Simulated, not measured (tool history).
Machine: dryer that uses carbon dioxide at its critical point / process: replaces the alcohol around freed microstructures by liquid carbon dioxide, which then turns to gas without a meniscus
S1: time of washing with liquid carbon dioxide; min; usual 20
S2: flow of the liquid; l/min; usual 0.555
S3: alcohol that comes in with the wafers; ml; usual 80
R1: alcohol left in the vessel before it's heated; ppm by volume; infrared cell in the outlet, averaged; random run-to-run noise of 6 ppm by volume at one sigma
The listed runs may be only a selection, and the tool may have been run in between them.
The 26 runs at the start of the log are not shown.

run,day,S1,S2,S3,R1
27,10.721,30,0.555,108,62
28,11.083,30,0.674,48,31
29,11.479,13,0.752,71,520
30,11.854,13,0.752,71,528
31,12.375,32,0.354,34,186
# day 12.758: inlet filter changed
32,12.867,25,0.907,54,35
33,13.304,25,0.907,110,34
34,13.704,23,0.555,51,100
35,13.975,31,0.555,51,37
36,14.525,24,0.555,23,62

What if the next run were any one of these 5? Each begins from the tool's condition after run 36:
A,14.850,24,0.891,112,?
B,14.850,20,0.582,80,?
C,14.850,20,0.555,93,?
D,14.850,22,0.555,28,?
E,14.850,26,0.497,68,?

run,R1
A,35
B,227
C,308
D,89
E,127
Without the tool's unlogged condition, the same runs would have read:
run,R1
A,3
B,181
C,258
D,54
E,88

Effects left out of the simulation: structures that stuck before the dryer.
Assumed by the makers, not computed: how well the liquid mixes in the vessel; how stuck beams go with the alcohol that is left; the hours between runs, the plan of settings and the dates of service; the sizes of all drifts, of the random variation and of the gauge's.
